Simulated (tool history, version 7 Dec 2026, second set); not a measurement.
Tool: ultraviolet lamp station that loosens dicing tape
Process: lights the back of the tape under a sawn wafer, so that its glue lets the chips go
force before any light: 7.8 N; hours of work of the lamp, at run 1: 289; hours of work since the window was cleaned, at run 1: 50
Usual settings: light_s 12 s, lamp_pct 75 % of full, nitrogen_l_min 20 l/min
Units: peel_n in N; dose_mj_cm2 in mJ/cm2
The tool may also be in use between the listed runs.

run   hour  light_s  lamp_pct  nitrogen_l_min  hours of work of the lamp  hours of work since the window was cleaned  peel_n  dose_mj_cm2
  1    0.0       12        75              20                        289                                          50   0.630          321
  2   15.2       12        75              20                        298                                          60   0.629          331
  3   26.8        8        75              20                        306                                          67   1.328          215
  4   47.5        8        75              20                        319                                          80   1.361          213
  5   62.3        8        75              20                        328                                          90   1.338          210
  6   82.1        8        75              20                        341                                         102   1.330          209
  7   94.3        8        75              20                        348                                         110   1.366          208
  8  116.8        8        75              20                        362                                         124   1.414          205
  9  133.6        8        75              20                        373                                         135   1.385          205
 10  153.8       12        75              20                        386                                         147   0.705          302
 11  166.2       19        75              20                        394                                         155   0.315          481
 12  188.8       12        75              20                        408                                         169   0.723          305
 13  200.6       12        75              20                        415                                         177   0.721          301
 14  226.2       12        75              20                        431                                         193   0.731          296
 15  248.8       12        75              20                        446                                         207   0.767          299
 16  271.9       12        75              20                        460                                         222   0.780          291
 17  297.5       12        68              20                        476                                         238   0.966          266
 18  321.7       12        68              20                        492                                         253   0.969          262
 19  335.1       12        68              20                        500                                         262   0.957          261
 20  352.6       12        68              20                        511                                         273   0.960          253
 21  366.9       12        75              20                        520                                         282   0.852          280

The next listed run, before its measurement:
 22  389.6       12        78              33                        534                                         296       ?            ?

peel_n: 0.656 N
dose_mj_cm2: 287 mJ/cm2
Without the tool's hidden state the same run would have given peel_n 0.380 N, dose_mj_cm2 389 mJ/cm2.

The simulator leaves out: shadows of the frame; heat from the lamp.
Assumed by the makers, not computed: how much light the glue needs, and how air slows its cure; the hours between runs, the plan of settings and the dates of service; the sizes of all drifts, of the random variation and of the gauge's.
